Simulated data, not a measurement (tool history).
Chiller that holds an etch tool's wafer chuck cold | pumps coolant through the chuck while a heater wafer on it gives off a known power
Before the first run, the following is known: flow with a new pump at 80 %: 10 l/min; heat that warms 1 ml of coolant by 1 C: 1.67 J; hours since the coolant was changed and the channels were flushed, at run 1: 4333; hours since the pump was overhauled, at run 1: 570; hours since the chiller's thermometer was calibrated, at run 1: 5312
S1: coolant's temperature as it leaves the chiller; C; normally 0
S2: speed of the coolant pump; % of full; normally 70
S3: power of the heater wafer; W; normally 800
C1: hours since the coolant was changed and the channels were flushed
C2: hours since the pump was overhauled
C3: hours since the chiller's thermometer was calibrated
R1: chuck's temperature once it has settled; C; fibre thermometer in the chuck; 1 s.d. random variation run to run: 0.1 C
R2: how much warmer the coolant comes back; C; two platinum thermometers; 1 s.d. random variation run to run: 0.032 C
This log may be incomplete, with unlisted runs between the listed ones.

run   hour  S1  S2   S3    C1   C2    C3    R1    R2
  1    0.0   0  70  800  4333  570  5312   6.4  3.32
  2   44.0   0  70  800  4377  614  5356   6.4  3.26
  3   91.0   0  70  800  4424  661  5403   6.3  3.26
  4  117.8   0  70  800  4450  688  5430   6.4  3.30
  5  156.3   0  70  800  4489  726  5469   6.5  3.28
  6  185.8   0  70  800  4518  756  5498   6.3  3.31
  7  232.5   0  70  800  4565  802  5545   6.4  3.30
  8  261.2   0  79  470  4594  831  5574   3.3  1.64
  9  287.9  -7  70  721  4620  858  5600  -1.4  3.00
 10  322.3   6  77  693  4655  892  5635  10.9  2.53

Predict each of these 4 candidate next runs independently; none follows another, all start after run 10:
  A  364.6  -10  93   505  4697  934  5677   ?   ?
  B  364.6    4  73  1032  4697  934  5677   ?   ?
  C  364.6    7  91   458  4697  934  5677   ?   ?
  D  364.6    4  71   625  4697  934  5677   ?   ?

run    R1    R2
  A  -6.8  1.52
  B  11.9  4.10
  C   9.9  1.40
  D   8.9  2.54
Without the tool's hidden state the same runs would have given:
run    R1    R2
  A  -6.9  1.56
  B  11.9  4.14
  C   9.9  1.44
  D   8.8  2.58
